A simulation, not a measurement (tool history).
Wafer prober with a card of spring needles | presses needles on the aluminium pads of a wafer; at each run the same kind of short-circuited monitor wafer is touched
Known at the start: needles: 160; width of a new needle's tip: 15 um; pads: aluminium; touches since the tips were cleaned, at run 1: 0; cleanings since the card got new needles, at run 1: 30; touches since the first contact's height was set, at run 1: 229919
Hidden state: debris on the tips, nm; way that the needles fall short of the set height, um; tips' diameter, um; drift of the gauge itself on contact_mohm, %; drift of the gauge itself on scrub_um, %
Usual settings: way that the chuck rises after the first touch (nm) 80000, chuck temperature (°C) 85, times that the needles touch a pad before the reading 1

| run | hour | way that the chuck rises after the first touch (nm) | chuck temperature (°C) | times that the needles touch a pad before the reading | touches since the tips were cleaned | cleanings since the card got new needles | touches since the first contact's height was set | resistance of one needle with its contact and lead (mohm) | way that a needle slides on the pad (nm) |
|---|---|---|---|---|---|---|---|---|---|
| 1 | 0 | 80000 | 85 | 1 | 0 | 30 | 229919 | 272 | 19600 |
|  | 14.2 | tips cleaned on abrasive film |
| 2 | 14.2 | 80000 | 110 | 1 | 0 | 31 | 236669 | 276 | 19490 |
|  | 16.3 | height of the first contact set anew |
| 3 | 23.7 | 91000 | 85 | 1 | 4432 | 31 | 3536 | 271 | 22160 |
|  | 29.5 | tips cleaned on abrasive film |
| 4 | 31.2 | 80000 | 85 | 1 | 801 | 32 | 7064 | 269 | 19500 |
| 5 | 38 | 80000 | 85 | 1 | 4059 | 32 | 10322 | 271 | 19400 |
|  | 44 | tips cleaned on abrasive film |
| 6 | 46.8 | 80000 | 85 | 1 | 1341 | 33 | 14530 | 267 | 19510 |
| 7 | 52.8 | 80000 | 85 | 1 | 4184 | 33 | 17373 | 271 | 19510 |
|  | 58.9 | tips cleaned on abrasive film |
| 8 | 61.2 | 80000 | 85 | 1 | 1091 | 34 | 21343 | 266 | 19520 |
| 9 | 70.1 | 80000 | 26 | 1 | 5375 | 34 | 25627 | 250 | 19530 |
|  | 73.9 | tips cleaned on abrasive film |
| 10 | 79.7 | 80000 | 26 | 1 | 2782 | 35 | 30178 | 253 | 19630 |
|  | 88.4 | tips cleaned on abrasive film |
| 11 | 89.9 | 80000 | 85 | 1 | 707 | 36 | 35034 | 266 | 19740 |
| 12 | 97.2 | 80000 | 85 | 1 | 4189 | 36 | 38516 | 269 | 19670 |
|  | 103.2 | tips cleaned on abrasive film |
| 13 | 110.6 | 80000 | 85 | 2 | 3578 | 37 | 44929 | 267 | 19590 |
|  | 118 | tips cleaned on abrasive film |
| 14 | 119.6 | 80000 | 85 | 2 | 781 | 38 | 49189 | 271 | 19660 |
| 15 | 127.7 | 65000 | 85 | 1 | 4674 | 38 | 53082 | 267 | 15800 |
|  | 132.7 | tips cleaned on abrasive film |
| 16 | 141.2 | 65000 | 85 | 1 | 4108 | 39 | 59500 | 266 | 15850 |
|  | 147 | tips cleaned on abrasive film |
| 17 | 153.3 | 65000 | 85 | 1 | 3011 | 40 | 65244 | 269 | 15790 |
| 18 | 159.4 | 96000 | 107 | 1 | 5915 | 40 | 68148 | 281 | 23590 |
|  | 161.7 | tips cleaned on abrasive film |
| 19 | 173.5 | 99000 | 27 | 1 | 5636 | 41 | 74868 | 248 | 24350 |
|  | 176.8 | tips cleaned on abrasive film |
| 20 | 182.3 | 99000 | 27 | 1 | 2671 | 42 | 79062 | 251 | 24310 |
|  | 191.2 | tips cleaned on abrasive film |
| 21 | 196 | 99000 | 27 | 1 | 2323 | 43 | 85586 | 252 | 23980 |
| 22 | 202 | 77000 | 44 | 1 | 5167 | 43 | 88430 | 253 | 18840 |
|  | 205.4 | tips cleaned on abrasive film |
| 23 | 213.4 | 77000 | 44 | 1 | 3827 | 44 | 93861 | 258 | 18930 |

The next listed run, before its measurement:
|  | 220.4 | tips cleaned on abrasive film |
| 24 | 227.2 | 77000 | 44 | 1 | 3241 | 45 | 100415 | ? | ? |

{"run 24": {"resistance of one needle with its contact and lead (mohm)": 257, "way that a needle slides on the pad (nm)": 18770}}
Without the tool's hidden state the same run would have given resistance of one needle with its contact and lead (mohm) 257, way that a needle slides on the pad (nm) 18770.
